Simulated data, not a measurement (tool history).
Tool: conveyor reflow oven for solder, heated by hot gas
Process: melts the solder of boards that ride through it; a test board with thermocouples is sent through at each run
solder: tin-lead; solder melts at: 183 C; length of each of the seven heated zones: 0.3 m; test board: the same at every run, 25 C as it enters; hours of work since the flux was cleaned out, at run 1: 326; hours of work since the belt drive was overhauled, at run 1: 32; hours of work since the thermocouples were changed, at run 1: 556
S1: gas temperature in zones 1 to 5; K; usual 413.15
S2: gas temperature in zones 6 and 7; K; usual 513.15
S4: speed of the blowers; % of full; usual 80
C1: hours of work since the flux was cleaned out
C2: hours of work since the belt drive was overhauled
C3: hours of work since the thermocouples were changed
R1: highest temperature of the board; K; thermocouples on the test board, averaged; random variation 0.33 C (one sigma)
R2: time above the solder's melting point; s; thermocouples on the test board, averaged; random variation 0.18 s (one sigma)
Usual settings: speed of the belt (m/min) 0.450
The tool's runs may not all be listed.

{"run": 1, "hour": 0.0, "S1": 413.15, "S2": 513.15, "speed of the belt (m/min)": 0.45, "S4": 80, "C1": 326, "C2": 32, "C3": 556, "R1": 494.45, "R2": 63.6}
{"run": 2, "hour": 10.6, "S1": 413.15, "S2": 513.15, "speed of the belt (m/min)": 0.45, "S4": 80, "C1": 332, "C2": 38, "C3": 561, "R1": 494.45, "R2": 63.1}
{"run": 3, "hour": 32.4, "S1": 413.15, "S2": 513.15, "speed of the belt (m/min)": 0.45, "S4": 80, "C1": 343, "C2": 49, "C3": 573, "R1": 494.25, "R2": 63.6}
{"run": 4, "hour": 48.7, "S1": 413.15, "S2": 513.15, "speed of the belt (m/min)": 0.45, "S4": 80, "C1": 352, "C2": 58, "C3": 582, "R1": 494.35, "R2": 63.5}
{"run": 5, "hour": 60.9, "S1": 413.15, "S2": 513.15, "speed of the belt (m/min)": 0.45, "S4": 80, "C1": 358, "C2": 64, "C3": 588, "R1": 494.35, "R2": 63.3}
{"hour": 70.0, "done": "flux residue cleaned out of gas plates and filters"}
{"run": 6, "hour": 76.4, "S1": 413.15, "S2": 513.15, "speed of the belt (m/min)": 0.45, "S4": 80, "C1": 3, "C2": 70, "C3": 594, "R1": 496.25, "R2": 64.6}
{"run": 7, "hour": 92.8, "S1": 413.15, "S2": 513.15, "speed of the belt (m/min)": 0.45, "S4": 80, "C1": 12, "C2": 79, "C3": 603, "R1": 495.65, "R2": 64.4}
{"run": 8, "hour": 109.1, "S1": 413.15, "S2": 513.15, "speed of the belt (m/min)": 0.533, "S4": 80, "C1": 21, "C2": 88, "C3": 611, "R1": 490.65, "R2": 50.1}
{"run": 9, "hour": 119.5, "S1": 413.15, "S2": 513.15, "speed of the belt (m/min)": 0.533, "S4": 80, "C1": 26, "C2": 93, "C3": 617, "R1": 490.35, "R2": 50.3}
{"run": 10, "hour": 141.6, "S1": 413.15, "S2": 513.15, "speed of the belt (m/min)": 0.533, "S4": 80, "C1": 38, "C2": 105, "C3": 629, "R1": 489.65, "R2": 49.8}
{"run": 11, "hour": 161.7, "S1": 413.15, "S2": 513.15, "speed of the belt (m/min)": 0.533, "S4": 80, "C1": 49, "C2": 116, "C3": 639, "R1": 490.05, "R2": 50.0}
{"run": 12, "hour": 181.7, "S1": 413.15, "S2": 513.15, "speed of the belt (m/min)": 0.45, "S4": 80, "C1": 60, "C2": 126, "C3": 650, "R1": 495.85, "R2": 64.1}
{"run": 13, "hour": 198.6, "S1": 413.15, "S2": 513.15, "speed of the belt (m/min)": 0.45, "S4": 80, "C1": 69, "C2": 135, "C3": 659, "R1": 495.35, "R2": 64.6}
{"run": 14, "hour": 210.8, "S1": 413.15, "S2": 513.15, "speed of the belt (m/min)": 0.45, "S4": 80, "C1": 75, "C2": 142, "C3": 666, "R1": 495.15, "R2": 64.4}
{"run": 15, "hour": 225.2, "S1": 413.15, "S2": 513.15, "speed of the belt (m/min)": 0.395, "S4": 80, "C1": 83, "C2": 150, "C3": 673, "R1": 499.55, "R2": 76.6}
{"run": 16, "hour": 242.4, "S1": 413.15, "S2": 513.15, "speed of the belt (m/min)": 0.395, "S4": 80, "C1": 92, "C2": 159, "C3": 682, "R1": 499.45, "R2": 76.7}
{"run": 17, "hour": 266.8, "S1": 413.15, "S2": 513.15, "speed of the belt (m/min)": 0.464, "S4": 80, "C1": 105, "C2": 172, "C3": 696, "R1": 494.85, "R2": 61.4}
{"run": 18, "hour": 285.1, "S1": 413.15, "S2": 526.15, "speed of the belt (m/min)": 0.459, "S4": 86, "C1": 115, "C2": 182, "C3": 705, "R1": 506.85, "R2": 69.5}
{"run": 19, "hour": 297.0, "S1": 413.15, "S2": 526.15, "speed of the belt (m/min)": 0.459, "S4": 86, "C1": 121, "C2": 188, "C3": 712, "R1": 506.25, "R2": 69.8}
{"run": 20, "hour": 309.5, "S1": 413.15, "S2": 502.15, "speed of the belt (m/min)": 0.45, "S4": 79, "C1": 128, "C2": 195, "C3": 718, "R1": 485.45, "R2": 56.6}
{"run": 21, "hour": 332.9, "S1": 413.15, "S2": 502.15, "speed of the belt (m/min)": 0.45, "S4": 79, "C1": 141, "C2": 207, "C3": 731, "R1": 485.65, "R2": 56.9}
{"run": 22, "hour": 348.2, "S1": 413.15, "S2": 511.15, "speed of the belt (m/min)": 0.476, "S4": 63, "C1": 149, "C2": 215, "C3": 739, "R1": 488.65, "R2": 54.6}
{"run": 23, "hour": 365.9, "S1": 413.15, "S2": 527.15, "speed of the belt (m/min)": 0.496, "S4": 80, "C1": 158, "C2": 225, "C3": 749, "R1": 503.15, "R2": 62.8}
{"run": 24, "hour": 378.1, "S1": 413.15, "S2": 506.15, "speed of the belt (m/min)": 0.494, "S4": 80, "C1": 165, "C2": 231, "C3": 755, "R1": 486.05, "R2": 51.0}
{"run": 25, "hour": 391.9, "S1": 413.15, "S2": 506.15, "speed of the belt (m/min)": 0.494, "S4": 80, "C1": 172, "C2": 239, "C3": 762, "R1": 486.65, "R2": 51.4}
{"run": 26, "hour": 408.9, "S1": 427.15, "S2": 502.15, "speed of the belt (m/min)": 0.42, "S4": 54, "C1": 181, "C2": 248, "C3": 771, "R1": 486.15, "R2": 66.8}

Run 27 comes next. What will it give?
{"run": 27, "hour": 426.6, "S1": 413.15, "S2": 521.15, "speed of the belt (m/min)": 0.444, "S4": 54, "C1": 191, "C2": 257, "C3": 781, "R1": "?", "R2": "?"}

{"run 27": {"R1": 497.55, "R2": 65.4}}
Without the tool's hidden state the same run would have given R1 499.95 K, R2 67.1 s.
